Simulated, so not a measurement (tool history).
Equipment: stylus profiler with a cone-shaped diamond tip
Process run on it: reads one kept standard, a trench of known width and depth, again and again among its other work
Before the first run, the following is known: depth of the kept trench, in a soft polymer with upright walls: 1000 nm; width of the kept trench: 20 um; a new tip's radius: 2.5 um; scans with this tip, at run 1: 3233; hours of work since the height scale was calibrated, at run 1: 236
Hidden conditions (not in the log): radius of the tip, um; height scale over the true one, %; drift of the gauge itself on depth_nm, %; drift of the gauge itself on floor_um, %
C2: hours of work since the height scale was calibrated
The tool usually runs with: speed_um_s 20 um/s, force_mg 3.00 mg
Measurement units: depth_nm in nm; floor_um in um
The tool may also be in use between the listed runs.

{"run": 1, "hour": 0.0, "speed_um_s": 20, "force_mg": 3.0, "scans with this tip": 3233, "C2": 236, "depth_nm": 1007.8, "floor_um": 14.93}
{"run": 2, "hour": 19.1, "speed_um_s": 20, "force_mg": 4.4, "scans with this tip": 3400, "C2": 249, "depth_nm": 1009.9, "floor_um": 15.04}
{"run": 3, "hour": 47.3, "speed_um_s": 20, "force_mg": 4.4, "scans with this tip": 3647, "C2": 267, "depth_nm": 1010.11, "floor_um": 14.89}
{"run": 4, "hour": 70.1, "speed_um_s": 20, "force_mg": 4.4, "scans with this tip": 3847, "C2": 281, "depth_nm": 1010.21, "floor_um": 14.78}
{"run": 5, "hour": 88.0, "speed_um_s": 34, "force_mg": 4.4, "scans with this tip": 4003, "C2": 293, "depth_nm": 1010.03, "floor_um": 14.76}
{"run": 6, "hour": 116.5, "speed_um_s": 34, "force_mg": 4.4, "scans with this tip": 4252, "C2": 311, "depth_nm": 1010.11, "floor_um": 14.65}
{"run": 7, "hour": 142.6, "speed_um_s": 20, "force_mg": 3.0, "scans with this tip": 4481, "C2": 328, "depth_nm": 1007.91, "floor_um": 14.63}
{"run": 8, "hour": 167.6, "speed_um_s": 20, "force_mg": 2.82, "scans with this tip": 4700, "C2": 344, "depth_nm": 1007.58, "floor_um": 14.56}
{"run": 9, "hour": 181.2, "speed_um_s": 54, "force_mg": 3.0, "scans with this tip": 4820, "C2": 353, "depth_nm": 1008.02, "floor_um": 14.43}
{"run": 10, "hour": 206.1, "speed_um_s": 54, "force_mg": 3.0, "scans with this tip": 5037, "C2": 369, "depth_nm": 1007.99, "floor_um": 14.44}
{"run": 11, "hour": 226.0, "speed_um_s": 20, "force_mg": 3.0, "scans with this tip": 5212, "C2": 381, "depth_nm": 1007.8, "floor_um": 14.42}
{"run": 12, "hour": 242.3, "speed_um_s": 15, "force_mg": 3.0, "scans with this tip": 5354, "C2": 392, "depth_nm": 1008.16, "floor_um": 14.41}
{"run": 13, "hour": 262.1, "speed_um_s": 69, "force_mg": 3.0, "scans with this tip": 5528, "C2": 404, "depth_nm": 1008.09, "floor_um": 14.26}
{"run": 14, "hour": 292.7, "speed_um_s": 69, "force_mg": 3.0, "scans with this tip": 5795, "C2": 424, "depth_nm": 1008.29, "floor_um": 14.25}
{"run": 15, "hour": 318.4, "speed_um_s": 69, "force_mg": 3.0, "scans with this tip": 6021, "C2": 441, "depth_nm": 1008.1, "floor_um": 14.14}
{"run": 16, "hour": 340.8, "speed_um_s": 69, "force_mg": 3.0, "scans with this tip": 6217, "C2": 455, "depth_nm": 1008.28, "floor_um": 14.13}
{"run": 17, "hour": 364.4, "speed_um_s": 6, "force_mg": 3.0, "scans with this tip": 6423, "C2": 470, "depth_nm": 1008.41, "floor_um": 14.14}
{"run": 18, "hour": 386.1, "speed_um_s": 6, "force_mg": 3.0, "scans with this tip": 6614, "C2": 484, "depth_nm": 1008.02, "floor_um": 14.16}
{"run": 19, "hour": 414.3, "speed_um_s": 20, "force_mg": 3.0, "scans with this tip": 6861, "C2": 502, "depth_nm": 1008.21, "floor_um": 14.03}
{"hour": 417.1, "done": "height scale calibrated on a step standard"}
{"run": 20, "hour": 445.0, "speed_um_s": 20, "force_mg": 3.0, "scans with this tip": 7125, "C2": 18, "depth_nm": 1009.16, "floor_um": 14.02}
{"run": 21, "hour": 465.3, "speed_um_s": 20, "force_mg": 3.0, "scans with this tip": 7303, "C2": 31, "depth_nm": 1008.91, "floor_um": 13.96}
{"run": 22, "hour": 492.1, "speed_um_s": 20, "force_mg": 3.0, "scans with this tip": 7537, "C2": 48, "depth_nm": 1008.6, "floor_um": 13.88}
{"run": 23, "hour": 517.0, "speed_um_s": 9, "force_mg": 3.0, "scans with this tip": 7756, "C2": 64, "depth_nm": 1008.99, "floor_um": 13.88}
{"run": 24, "hour": 532.7, "speed_um_s": 9, "force_mg": 3.0, "scans with this tip": 7893, "C2": 74, "depth_nm": 1008.92, "floor_um": 13.85}
{"run": 25, "hour": 563.3, "speed_um_s": 18, "force_mg": 6.66, "scans with this tip": 8161, "C2": 94, "depth_nm": 1014.26, "floor_um": 13.75}
{"hour": 579.6, "done": "height scale calibrated on a step standard, once more"}
{"run": 26, "hour": 588.0, "speed_um_s": 72, "force_mg": 5.5, "scans with this tip": 8373, "C2": 5, "depth_nm": 1011.04, "floor_um": 13.65}
{"run": 27, "hour": 615.0, "speed_um_s": 18, "force_mg": 5.5, "scans with this tip": 8609, "C2": 23, "depth_nm": 1011.22, "floor_um": 13.7}
{"run": 28, "hour": 643.0, "speed_um_s": 66, "force_mg": 2.3, "scans with this tip": 8855, "C2": 41, "depth_nm": 1006.18, "floor_um": 13.47}
{"run": 29, "hour": 666.0, "speed_um_s": 66, "force_mg": 2.3, "scans with this tip": 9056, "C2": 55, "depth_nm": 1006.19, "floor_um": 13.46}
{"run": 30, "hour": 693.7, "speed_um_s": 66, "force_mg": 2.3, "scans with this tip": 9298, "C2": 73, "depth_nm": 1006.14, "floor_um": 13.41}
{"hour": 706.9, "done": "new tip fitted, height scale calibrated"}
{"run": 31, "hour": 723.0, "speed_um_s": 13, "force_mg": 3.6, "scans with this tip": 142, "C2": 10, "depth_nm": 1008.58, "floor_um": 15.96}
{"run": 32, "hour": 737.0, "speed_um_s": 22, "force_mg": 3.54, "scans with this tip": 264, "C2": 19, "depth_nm": 1008.68, "floor_um": 15.87}
{"run": 33, "hour": 767.0, "speed_um_s": 20, "force_mg": 6.55, "scans with this tip": 526, "C2": 38, "depth_nm": 1012.54, "floor_um": 15.75}
{"run": 34, "hour": 786.0, "speed_um_s": 45, "force_mg": 1.13, "scans with this tip": 693, "C2": 51, "depth_nm": 1004.09, "floor_um": 15.66}
{"run": 35, "hour": 811.2, "speed_um_s": 45, "force_mg": 1.13, "scans with this tip": 913, "C2": 67, "depth_nm": 1004.29, "floor_um": 15.54}
{"run": 36, "hour": 839.8, "speed_um_s": 45, "force_mg": 4.23, "scans with this tip": 1164, "C2": 85, "depth_nm": 1009.8, "floor_um": 15.57}
{"run": 37, "hour": 857.7, "speed_um_s": 21, "force_mg": 4.52, "scans with this tip": 1321, "C2": 97, "depth_nm": 1010.26, "floor_um": 15.59}
{"run": 38, "hour": 885.0, "speed_um_s": 10, "force_mg": 6.19, "scans with this tip": 1560, "C2": 114, "depth_nm": 1012.27, "floor_um": 15.43}
{"run": 39, "hour": 905.3, "speed_um_s": 6, "force_mg": 1.01, "scans with this tip": 1738, "C2": 127, "depth_nm": 1004.0, "floor_um": 15.4}
{"run": 40, "hour": 930.0, "speed_um_s": 45, "force_mg": 3.23, "scans with this tip": 1954, "C2": 143, "depth_nm": 1008.22, "floor_um": 15.33}
{"run": 41, "hour": 948.8, "speed_um_s": 32, "force_mg": 3.89, "scans with this tip": 2119, "C2": 155, "depth_nm": 1009.44, "floor_um": 15.24}
{"run": 42, "hour": 970.8, "speed_um_s": 50, "force_mg": 2.35, "scans with this tip": 2311, "C2": 169, "depth_nm": 1006.89, "floor_um": 15.13}
{"run": 43, "hour": 1001.5, "speed_um_s": 36, "force_mg": 5.08, "scans with this tip": 2580, "C2": 189, "depth_nm": 1010.98, "floor_um": 15.12}
{"run": 44, "hour": 1019.4, "speed_um_s": 36, "force_mg": 5.08, "scans with this tip": 2737, "C2": 200, "depth_nm": 1011.15, "floor_um": 15.07}
{"run": 45, "hour": 1037.1, "speed_um_s": 36, "force_mg": 5.08, "scans with this tip": 2892, "C2": 212, "depth_nm": 1011.28, "floor_um": 15.02}

Results for each run, recomputed without the tool's hidden state and with each run's random variation untouched:
run=1 depth_nm=1007.31 floor_um=15.93
run=2 depth_nm=1009.39 floor_um=16.09
run=3 depth_nm=1009.57 floor_um=16.00
run=4 depth_nm=1009.65 floor_um=15.94
run=5 depth_nm=1009.45 floor_um=15.97
run=6 depth_nm=1009.49 floor_um=15.93
run=7 depth_nm=1007.27 floor_um=15.97
run=8 depth_nm=1006.91 floor_um=15.96
run=9 depth_nm=1007.34 floor_um=15.85
run=10 depth_nm=1007.28 floor_um=15.92
run=11 depth_nm=1007.07 floor_um=15.95
run=12 depth_nm=1007.41 floor_um=15.98
run=13 depth_nm=1007.32 floor_um=15.88
run=14 depth_nm=1007.48 floor_um=15.92
run=15 depth_nm=1007.26 floor_um=15.87
run=16 depth_nm=1007.42 floor_um=15.91
run=17 depth_nm=1007.53 floor_um=15.96
run=18 depth_nm=1007.12 floor_um=16.03
run=19 depth_nm=1007.28 floor_um=15.95
run=20 depth_nm=1007.67 floor_um=16.00
run=21 depth_nm=1007.39 floor_um=15.99
run=22 depth_nm=1007.06 floor_um=15.96
run=23 depth_nm=1007.42 floor_um=16.01
run=24 depth_nm=1007.34 floor_um=16.02
run=25 depth_nm=1012.64 floor_um=15.97
run=26 depth_nm=1011.06 floor_um=15.92
run=27 depth_nm=1011.22 floor_um=16.02
run=28 depth_nm=1006.15 floor_um=15.84
run=29 depth_nm=1006.13 floor_um=15.87
run=30 depth_nm=1006.05 floor_um=15.87
run=31 depth_nm=1008.26 floor_um=16.03
run=32 depth_nm=1008.35 floor_um=15.98
run=33 depth_nm=1012.19 floor_um=15.95
run=34 depth_nm=1003.71 floor_um=15.92
run=35 depth_nm=1003.89 floor_um=15.86
run=36 depth_nm=1009.36 floor_um=15.98
run=37 depth_nm=1009.81 floor_um=16.05
run=38 depth_nm=1011.78 floor_um=15.96
run=39 depth_nm=1003.50 floor_um=15.99
run=40 depth_nm=1007.69 floor_um=15.98
run=41 depth_nm=1008.89 floor_um=15.94
run=42 depth_nm=1006.32 floor_um=15.89
run=43 depth_nm=1010.38 floor_um=15.96
run=44 depth_nm=1010.53 floor_um=15.96
run=45 depth_nm=1010.64 floor_um=15.95
